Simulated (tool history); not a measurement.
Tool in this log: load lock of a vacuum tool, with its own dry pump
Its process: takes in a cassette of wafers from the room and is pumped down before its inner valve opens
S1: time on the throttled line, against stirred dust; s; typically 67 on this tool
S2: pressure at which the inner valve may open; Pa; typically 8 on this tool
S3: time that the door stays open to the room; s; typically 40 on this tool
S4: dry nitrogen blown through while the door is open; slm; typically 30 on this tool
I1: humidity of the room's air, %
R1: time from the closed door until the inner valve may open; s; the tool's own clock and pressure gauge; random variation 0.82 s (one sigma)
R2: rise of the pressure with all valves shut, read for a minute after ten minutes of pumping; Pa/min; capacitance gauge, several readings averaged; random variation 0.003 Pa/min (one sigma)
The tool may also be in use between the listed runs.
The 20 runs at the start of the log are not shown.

run    hour   S1  S2   S3  S4    I1     R1     R2
 21  2656.1   99  11   40  20  43.2  165.4  0.061
 22  2764.9   67   8   54   4  41.9  145.9   0.08
 23  2861.3   64   7   29  30  41.4  143.1  0.056
 24  2950.4   55   7   29  30  43.2  137.8  0.053
 25  3084.6   55   9   29  30  49.4  135.1  0.055
 26  3213.4   55  10   29  30  45.6    134  0.052
 27  3342.9   91   9   70  30  44.6  162.7  0.067
 28  3523.5   44  10   48  39  44.8  126.6  0.052
 29  3698.8  121  15  143  24    45  182.2  0.097
 30  3809.3  121  15  143  24  47.3  181.9  0.102
 31  3972.1   64   8   38  30    43    146  0.062
 32  4154.4   44   6   40  30  45.2  134.5  0.067
     4252.5  -- dry pump taken out, an overhauled one fitted
 33    4304   43   8  153   6  41.9  107.4  0.134
 34  4391.2   43   8  153   6    45    108  0.137
 35  4484.6   54   8  140   5  46.4  116.1  0.139
 36  4583.7   56   8   40  30  42.1  118.5  0.068
 37  4763.3   91  12   40   7  48.6  144.2   0.09

Branching from run 37: 4 alternative next runs. What would each branch give?
  A  4947.5   67   8  191  30    43   ?   ?
  B  4947.5  125  15   40   7  46.4   ?   ?
  C  4947.5  101  12   57   5  44.1   ?   ?
  D  4947.5   91   8   40   7  49.4   ?   ?

run     R1     R2
  A  126.7  0.104
  B  170.7  0.091
  C    152    0.1
  D  147.6  0.098
Take away the tool's hidden state, keep each run's random variation, and the runs would have read:
run     R1     R2
  A  125.1  0.063
  B  169.5  0.049
  C  150.7   0.06
  D    146  0.057
